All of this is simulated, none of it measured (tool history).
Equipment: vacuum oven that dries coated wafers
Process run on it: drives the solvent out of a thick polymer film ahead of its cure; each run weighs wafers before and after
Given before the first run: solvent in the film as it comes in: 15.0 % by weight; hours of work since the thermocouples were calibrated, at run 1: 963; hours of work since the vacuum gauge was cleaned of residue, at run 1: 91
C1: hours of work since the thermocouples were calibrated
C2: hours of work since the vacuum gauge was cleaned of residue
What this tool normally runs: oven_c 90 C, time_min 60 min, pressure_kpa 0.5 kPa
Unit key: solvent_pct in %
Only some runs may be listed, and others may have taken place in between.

Run 1, day 0: usual settings; C1 963; C2 91. Result: solvent_pct 1.43 %.
Run 2, day 1.179: usual settings but time_min 40 min; C1 978; C2 106. Result: solvent_pct 2.81 %.
Run 3, day 2.712: usual settings but time_min 40 min; C1 997; C2 125. Result: solvent_pct 2.77 %.
Run 4, day 3.767: usual settings; C1 1010; C2 138. Result: solvent_pct 1.42 %.
Run 5, day 4.667: usual settings; C1 1022; C2 150. Result: solvent_pct 1.42 %.
Run 6, day 5.392: usual settings; C1 1031; C2 159. Result: solvent_pct 1.43 %.
Run 7, day 6.904: usual settings but time_min 43 min; C1 1050; C2 178. Result: solvent_pct 2.49 %.
Run 8, day 7.558: usual settings but time_min 43 min; C1 1058; C2 186. Result: solvent_pct 2.52 %.
Run 9, day 9.146: usual settings but oven_c 93 C, time_min 65 min, pressure_kpa 0.326 kPa; C1 1078; C2 206. Result: solvent_pct 0.91 %.
Run 10, day 10.642: usual settings but oven_c 93 C, time_min 65 min, pressure_kpa 0.326 kPa; C1 1097; C2 225. Result: solvent_pct 0.88 %.
At day 10.771: vacuum gauge cleaned of residue and calibrated.
Run 11, day 12.204: usual settings but time_min 42 min, pressure_kpa 0.816 kPa; C1 1116; C2 18. Result: solvent_pct 2.75 %.
Run 12, day 13.046: usual settings but oven_c 76 C; C1 1126; C2 29. Result: solvent_pct 3.53 %.
Run 13, day 14.583: usual settings but oven_c 76 C; C1 1146; C2 48. Result: solvent_pct 3.5 %.
Run 14, day 16.179: usual settings but oven_c 76 C; C1 1166; C2 68. Result: solvent_pct 3.5 %.
At day 17.412: oven's thermocouples calibrated.
Run 15, day 17.683: usual settings but oven_c 76 C, time_min 57 min; C1 3; C2 86. Result: solvent_pct 4.26 %.
Run 16, day 18.517: usual settings but oven_c 76 C, time_min 57 min; C1 14; C2 97. Result: solvent_pct 4.19 %.

Measured result minus the same run's result without the hidden state. Both carry the same run-to-run variation, though not necessarily the same gauge scatter:
Hidden state at play: true wafer temperature over the reading, C; true pressure over the reading, kPa; drift of the gauge itself on solvent_pct, %.
run  solvent_pct
  1        -0.24
  2        -0.33
  3        -0.33
  4        -0.25
  5        -0.25
  6        -0.25
  7        -0.33
  8        -0.34
  9        -0.17
 10        -0.17
 11        -0.36
 12         -0.4
 13         -0.4
 14        -0.41
 15        +0.08
 16        +0.08
